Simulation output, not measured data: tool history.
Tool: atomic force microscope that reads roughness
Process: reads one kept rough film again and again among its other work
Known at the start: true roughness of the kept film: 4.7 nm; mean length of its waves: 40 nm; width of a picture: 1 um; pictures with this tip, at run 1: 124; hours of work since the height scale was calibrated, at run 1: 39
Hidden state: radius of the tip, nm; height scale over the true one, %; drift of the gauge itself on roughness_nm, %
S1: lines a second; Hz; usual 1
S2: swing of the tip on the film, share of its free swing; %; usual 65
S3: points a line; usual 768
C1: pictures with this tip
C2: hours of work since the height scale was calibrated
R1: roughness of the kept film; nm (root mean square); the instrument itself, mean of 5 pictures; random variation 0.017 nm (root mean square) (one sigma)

| run | hour | S1 | S2 | S3 | C1 | C2 | R1 |
|---|---|---|---|---|---|---|---|
| 1 | 0 | 1 | 65 | 768 | 124 | 39 | 3.666 |
| 2 | 4.9 | 1 | 65 | 768 | 130 | 41 | 3.67 |
| 3 | 12.2 | 0.51 | 65 | 768 | 137 | 44 | 3.69 |
| 4 | 20.3 | 0.51 | 65 | 768 | 145 | 48 | 3.651 |
| 5 | 27.2 | 0.51 | 65 | 768 | 153 | 51 | 3.638 |
| 6 | 34.5 | 0.51 | 65 | 768 | 160 | 55 | 3.616 |
| 7 | 39.5 | 0.51 | 65 | 689 | 165 | 57 | 3.609 |
| 8 | 46.7 | 1 | 65 | 508 | 173 | 60 | 3.469 |
|  | 50.3 | new tip fitted |
| 9 | 51.8 | 1 | 65 | 508 | 1 | 62 | 4.194 |
| 10 | 60.7 | 1 | 55 | 768 | 11 | 67 | 4.186 |
| 11 | 69.1 | 1 | 55 | 768 | 19 | 70 | 4.136 |
| 12 | 78.2 | 1 | 65 | 692 | 29 | 75 | 4.013 |
| 13 | 82.3 | 1.67 | 65 | 768 | 33 | 77 | 3.905 |
| 14 | 90.5 | 1.67 | 65 | 768 | 41 | 80 | 3.884 |
| 15 | 99.4 | 1 | 65 | 863 | 51 | 84 | 3.93 |
| 16 | 106 | 1 | 55 | 768 | 57 | 87 | 3.995 |
| 17 | 111.8 | 1 | 65 | 920 | 63 | 90 | 3.877 |
| 18 | 118.7 | 1 | 58 | 768 | 70 | 93 | 3.893 |
| 19 | 124.4 | 1 | 58 | 768 | 76 | 96 | 3.896 |
| 20 | 133.2 | 1 | 65 | 768 | 85 | 100 | 3.782 |
| 21 | 139.7 | 1 | 67 | 768 | 92 | 103 | 3.747 |
| 22 | 143.7 | 1 | 64 | 768 | 96 | 105 | 3.732 |
| 23 | 149.4 | 1 | 64 | 768 | 102 | 108 | 3.719 |
| 24 | 154.7 | 1 | 64 | 768 | 108 | 110 | 3.679 |
| 25 | 163.2 | 1 | 80 | 768 | 116 | 114 | 3.476 |
| 26 | 168.8 | 1 | 80 | 768 | 122 | 117 | 3.447 |
| 27 | 176.7 | 1.25 | 59 | 768 | 130 | 120 | 3.643 |
| 28 | 181.2 | 2.08 | 73 | 720 | 135 | 122 | 3.312 |
| 29 | 185.5 | 2.08 | 73 | 720 | 140 | 124 | 3.282 |
| 30 | 192.8 | 2.08 | 73 | 720 | 147 | 128 | 3.262 |
| 31 | 196.9 | 2.08 | 73 | 720 | 151 | 129 | 3.265 |
| 32 | 203.9 | 2.08 | 73 | 720 | 159 | 133 | 3.216 |
| 33 | 212.9 | 1.53 | 68 | 374 | 168 | 137 | 3.34 |
| 34 | 217.1 | 1.53 | 68 | 374 | 172 | 139 | 3.316 |
|  | 218.9 | height scale calibrated on a step standard |
|  | 222 | new tip fitted |
| 35 | 222.9 | 1.16 | 85 | 768 | 1 | 2 | 3.793 |
| 36 | 227.1 | 1 | 65 | 376 | 5 | 4 | 4.106 |
| 37 | 231.1 | 1.61 | 77 | 429 | 9 | 5 | 3.779 |
| 38 | 240.6 | 0.8 | 77 | 429 | 19 | 10 | 3.943 |
| 39 | 247.3 | 2.36 | 65 | 768 | 26 | 13 | 3.786 |
|  | 253.5 | height scale calibrated on a step standard, once more |
| 40 | 255.7 | 0.7 | 65 | 845 | 33 | 1 | 4.041 |
| 41 | 263.4 | 0.7 | 65 | 845 | 41 | 5 | 4.006 |
| 42 | 273.1 | 2.15 | 85 | 589 | 51 | 9 | 3.292 |
| 43 | 281.4 | 2.15 | 85 | 589 | 60 | 13 | 3.231 |
| 44 | 285.9 | 1.82 | 55 | 589 | 65 | 15 | 3.89 |
| 45 | 291 | 1.82 | 82 | 341 | 70 | 17 | 3.362 |
| 46 | 295 | 1.82 | 82 | 341 | 74 | 19 | 3.361 |
| 47 | 303.8 | 1.82 | 82 | 341 | 83 | 23 | 3.326 |
| 48 | 307.9 | 1 | 69 | 407 | 87 | 25 | 3.72 |
| 49 | 315.8 | 1 | 69 | 407 | 95 | 29 | 3.71 |
| 50 | 320.4 | 1 | 69 | 407 | 100 | 31 | 3.68 |
| 51 | 328.3 | 1 | 69 | 407 | 108 | 35 | 3.635 |
| 52 | 336.2 | 2.84 | 78 | 662 | 116 | 38 | 3.105 |

Forecast each of these 3 alternatives for the next run:
| A | 345.7 | 2.84 | 78 | 945 | 126 | 43 | ? |
| B | 345.7 | 1.05 | 72 | 641 | 126 | 43 | ? |
| C | 345.7 | 2.06 | 76 | 358 | 126 | 43 | ? |

| run | R1 |
|---|---|
| A | 3.06 |
| B | 3.54 |
| C | 3.271 |
Without the tool's hidden state the same runs would have given:
| run | R1 |
|---|---|
| A | 3.535 |
| B | 4.087 |
| C | 3.777 |

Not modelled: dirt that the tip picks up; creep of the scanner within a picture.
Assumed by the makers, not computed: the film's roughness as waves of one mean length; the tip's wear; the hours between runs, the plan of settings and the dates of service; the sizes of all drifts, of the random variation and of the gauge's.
